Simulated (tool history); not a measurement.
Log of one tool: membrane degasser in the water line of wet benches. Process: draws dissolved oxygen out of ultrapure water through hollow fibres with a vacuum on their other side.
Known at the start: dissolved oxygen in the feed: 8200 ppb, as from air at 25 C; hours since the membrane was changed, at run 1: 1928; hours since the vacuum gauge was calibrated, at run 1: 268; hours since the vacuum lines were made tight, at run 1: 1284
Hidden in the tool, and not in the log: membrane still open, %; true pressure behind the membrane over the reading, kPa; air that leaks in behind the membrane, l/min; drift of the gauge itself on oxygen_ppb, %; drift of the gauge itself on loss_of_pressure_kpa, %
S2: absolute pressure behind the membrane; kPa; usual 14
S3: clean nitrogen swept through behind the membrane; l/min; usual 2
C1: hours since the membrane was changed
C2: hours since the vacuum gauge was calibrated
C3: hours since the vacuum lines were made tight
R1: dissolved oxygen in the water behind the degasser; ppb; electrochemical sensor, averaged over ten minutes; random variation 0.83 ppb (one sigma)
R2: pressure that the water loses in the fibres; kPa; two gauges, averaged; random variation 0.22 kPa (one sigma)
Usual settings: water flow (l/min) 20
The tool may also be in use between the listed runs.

{"run": 1, "hour": 0.0, "water flow (l/min)": 20, "S2": 14, "S3": 2, "C1": 1928, "C2": 268, "C3": 1284, "R1": 251.1, "R2": 55.79}
{"run": 2, "hour": 22.9, "water flow (l/min)": 20, "S2": 14, "S3": 2, "C1": 1951, "C2": 291, "C3": 1307, "R1": 250.5, "R2": 55.62}
{"run": 3, "hour": 70.0, "water flow (l/min)": 20, "S2": 14, "S3": 2, "C1": 1998, "C2": 338, "C3": 1354, "R1": 252.3, "R2": 55.79}
{"run": 4, "hour": 120.8, "water flow (l/min)": 20, "S2": 14, "S3": 2, "C1": 2049, "C2": 389, "C3": 1405, "R1": 250.7, "R2": 55.7}
{"run": 5, "hour": 143.3, "water flow (l/min)": 20, "S2": 14, "S3": 2.67, "C1": 2071, "C2": 412, "C3": 1427, "R1": 194.3, "R2": 55.44}
{"run": 6, "hour": 192.5, "water flow (l/min)": 20, "S2": 14, "S3": 2.67, "C1": 2120, "C2": 461, "C3": 1476, "R1": 193.6, "R2": 55.81}
{"run": 7, "hour": 233.9, "water flow (l/min)": 20, "S2": 14, "S3": 2.67, "C1": 2162, "C2": 502, "C3": 1518, "R1": 193.3, "R2": 55.59}
{"run": 8, "hour": 285.2, "water flow (l/min)": 20, "S2": 14, "S3": 2.67, "C1": 2213, "C2": 553, "C3": 1569, "R1": 191.5, "R2": 55.25}
{"run": 9, "hour": 323.3, "water flow (l/min)": 20, "S2": 14, "S3": 2.67, "C1": 2251, "C2": 592, "C3": 1607, "R1": 194.1, "R2": 55.84}
{"run": 10, "hour": 357.8, "water flow (l/min)": 21, "S2": 14, "S3": 2, "C1": 2286, "C2": 626, "C3": 1642, "R1": 265.5, "R2": 58.38}
{"run": 11, "hour": 404.1, "water flow (l/min)": 21, "S2": 14, "S3": 2, "C1": 2332, "C2": 672, "C3": 1688, "R1": 264.1, "R2": 58.29}
{"run": 12, "hour": 433.8, "water flow (l/min)": 21, "S2": 14, "S3": 2, "C1": 2362, "C2": 702, "C3": 1718, "R1": 264.6, "R2": 58.73}
{"run": 13, "hour": 462.8, "water flow (l/min)": 21, "S2": 14, "S3": 2, "C1": 2391, "C2": 731, "C3": 1747, "R1": 265.9, "R2": 58.2}
{"run": 14, "hour": 501.6, "water flow (l/min)": 20, "S2": 14, "S3": 2, "C1": 2429, "C2": 770, "C3": 1786, "R1": 253.4, "R2": 55.94}
{"run": 15, "hour": 534.4, "water flow (l/min)": 13, "S2": 8.6, "S3": 5.34, "C1": 2462, "C2": 803, "C3": 1818, "R1": 33.4, "R2": 36.01}
{"run": 16, "hour": 575.5, "water flow (l/min)": 13, "S2": 8.6, "S3": 5.34, "C1": 2503, "C2": 844, "C3": 1859, "R1": 32.9, "R2": 36.23}
{"run": 17, "hour": 600.2, "water flow (l/min)": 24, "S2": 18.9, "S3": 0.85, "C1": 2528, "C2": 868, "C3": 1884, "R1": 881.1, "R2": 67.22}
{"run": 18, "hour": 652.3, "water flow (l/min)": 25, "S2": 21.3, "S3": 4.45, "C1": 2580, "C2": 921, "C3": 1936, "R1": 249.7, "R2": 69.14}
{"run": 19, "hour": 685.5, "water flow (l/min)": 27, "S2": 25.8, "S3": 2.22, "C1": 2613, "C2": 954, "C3": 1969, "R1": 619.7, "R2": 74.77}

Forecast run 20:
{"run": 20, "hour": 708.9, "water flow (l/min)": 12, "S2": 8.5, "S3": 0.92, "C1": 2637, "C2": 977, "C3": 1993, "R1": "?", "R2": "?"}

R1: 160.5 ppb
R2: 33.35 kPa
Without the tool's hidden state the same run would have given R1 157.6 ppb, R2 33.32 kPa.

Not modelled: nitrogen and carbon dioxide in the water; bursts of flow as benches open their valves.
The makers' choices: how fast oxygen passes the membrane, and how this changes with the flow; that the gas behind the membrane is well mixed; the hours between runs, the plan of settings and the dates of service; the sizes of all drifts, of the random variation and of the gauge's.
